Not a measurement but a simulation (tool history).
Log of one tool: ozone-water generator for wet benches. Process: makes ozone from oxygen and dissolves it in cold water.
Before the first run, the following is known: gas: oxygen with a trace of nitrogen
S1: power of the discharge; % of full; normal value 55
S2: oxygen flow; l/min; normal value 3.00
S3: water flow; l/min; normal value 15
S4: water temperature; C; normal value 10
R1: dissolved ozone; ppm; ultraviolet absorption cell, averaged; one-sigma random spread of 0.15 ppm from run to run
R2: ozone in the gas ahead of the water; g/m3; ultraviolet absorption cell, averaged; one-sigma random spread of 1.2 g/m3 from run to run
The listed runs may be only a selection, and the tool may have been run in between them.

run	hour	S1	S2	S3	S4	R1	R2
1	0.0	55	3.00	15	10	18.8	219.1
2	156.7	55	3.00	15	10	18.7	221.2
3	261.2	55	3.00	15	10	19.1	221.0
4	425.5	55	3.00	15	10	18.8	219.0
5	521.9	55	3.00	15	10	19.0	220.2
6	652.0	55	3.00	15	10	18.7	222.4
7	815.8	55	3.00	15	10	18.8	222.2
8	959.8	55	3.00	15	10	18.9	223.2
9	1085.4	55	3.00	15	9	18.9	218.7
10	1232.4	55	1.74	15	9	16.3	284.0
11	1366.5	55	1.74	15	9	16.3	287.4
12	1487.5	55	1.74	15	9	16.1	286.1
13	1640.0	55	1.74	15	9	16.0	284.5
14	1791.1	55	3.00	15	10	18.7	225.4
15	1934.4	55	3.00	15	10	18.7	224.0
16	2007.5	55	3.00	15	10	18.5	224.9
17	2155.6	55	3.00	15	10	19.1	225.9
18	2277.4	55	3.00	15	10	18.9	226.2
19	2349.5	55	2.60	15	10	17.8	241.3
20	2466.8	55	2.60	15	10	18.0	240.8
21	2628.4	55	2.60	15	10	18.3	240.8
22	2745.2	55	2.60	9	6	32.4	243.5
23	2841.8	49	4.57	19	12	14.5	175.1
24	2943.3	76	3.00	9	10	37.3	270.3
25	3094.3	73	3.59	15	8	23.0	234.6
26	3222.6	70	4.42	23	14	13.5	209.4
27	3344.9	70	4.42	23	14	13.8	209.5
28	3474.0	55	4.67	17	10	17.7	181.6
29	3604.4	55	4.67	22	10	13.2	179.2
30	3702.3	55	4.67	22	10	13.4	181.8
31	3781.4	55	4.67	22	10	13.5	181.7
32	3922.6	55	2.28	15	6	17.8	252.1

The log once held 3 entries between its listed runs, left out of this copy. Where does each go, and what is different about the tool's unlogged condition between the listed run before it and the listed run after it?
Logged between run 13 and run 14: contactor cleaned (hour 1791.1)
  contactor's efficiency, % of a clean one's: 99.6 -> 100; drift of the gauge itself on gas_g_m3, %: 1.58 -> 1.72
  measured less the result without the state, R2: +4.1 -> +3.6 g/m3
Logged between run 24 and run 25: gauge calibrated (hour 3052.5)
  drift of the gauge itself on gas_g_m3, %: 2.84 -> 0.04
  measured less the result without the state, R2: +6.9 -> -0.4 g/m3
Logged between run 31 and run 32: water thermometer calibrated (hour 3910.4)
  true water temperature over the reading, C: 0.01 -> 0; drift of the gauge itself on gas_g_m3, %: 0.7 -> 0.84
  measured less the result without the state, R2: +0.9 -> +1.6 g/m3
